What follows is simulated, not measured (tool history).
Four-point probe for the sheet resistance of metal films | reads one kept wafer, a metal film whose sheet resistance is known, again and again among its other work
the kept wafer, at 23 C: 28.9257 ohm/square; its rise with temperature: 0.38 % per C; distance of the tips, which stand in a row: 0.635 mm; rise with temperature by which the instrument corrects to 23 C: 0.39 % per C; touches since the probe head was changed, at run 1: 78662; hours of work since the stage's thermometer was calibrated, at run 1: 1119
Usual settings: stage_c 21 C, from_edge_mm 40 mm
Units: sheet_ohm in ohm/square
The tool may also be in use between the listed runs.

run	hour	stage_c	from_edge_mm	touches since the probe head was changed	hours of work since the stage's thermometer was calibrated	sheet_ohm
1	0.0	21	40	78662	1119	28.863486
2	22.7	21	55	79857	1136	28.854684
3	49.5	21	55	81265	1157	28.855936
4	77.7	21	40	82751	1179	28.862082
5	107.4	21	40	84311	1202	28.853786
6	127.7	21	40	85378	1218	28.852302
# hour 132.2: stage's thermometer calibrated
7	155.0	24	40	86789	18	28.865416
8	181.9	24	40	88205	39	28.871188
9	198.9	24	40	89095	52	28.867579
10	220.5	24	10	90233	69	28.919550
11	246.7	24	10	91611	89	28.916552
12	273.2	24	10	93004	110	28.929552
13	292.6	24	10	94027	125	28.920213
14	312.8	24	10	95089	140	28.924874
15	340.4	26	13	96543	162	28.893288
16	363.6	28	10	97758	180	28.918048
17	378.9	29	30	98565	192	28.853282
18	401.7	31	6	99765	210	29.024634
19	438.5	32	44	101703	238	28.842397
20	468.4	32	44	103271	261	28.848336
21	487.8	24	13	104294	277	28.901900
22	503.6	25	64	105124	289	28.856880
23	527.2	23	33	106368	307	28.873389
24	559.8	22	14	108078	333	28.902275
25	586.7	22	14	109495	354	28.897433

Forecast each of these 5 alternatives for the next run:
A	623.8	20	49	111448	382	?
B	623.8	20	53	111448	382	?
C	623.8	20	14	111448	382	?
D	623.8	28	10	111448	382	?
E	623.8	21	14	111448	382	?

run	sheet_ohm
A	28.888720
B	28.866046
C	28.900187
D	28.911541
E	28.910381
Without the tool's hidden state the same runs would have given:
run	sheet_ohm
A	28.946537
B	28.923817
C	28.958024
D	28.968693
E	28.968147

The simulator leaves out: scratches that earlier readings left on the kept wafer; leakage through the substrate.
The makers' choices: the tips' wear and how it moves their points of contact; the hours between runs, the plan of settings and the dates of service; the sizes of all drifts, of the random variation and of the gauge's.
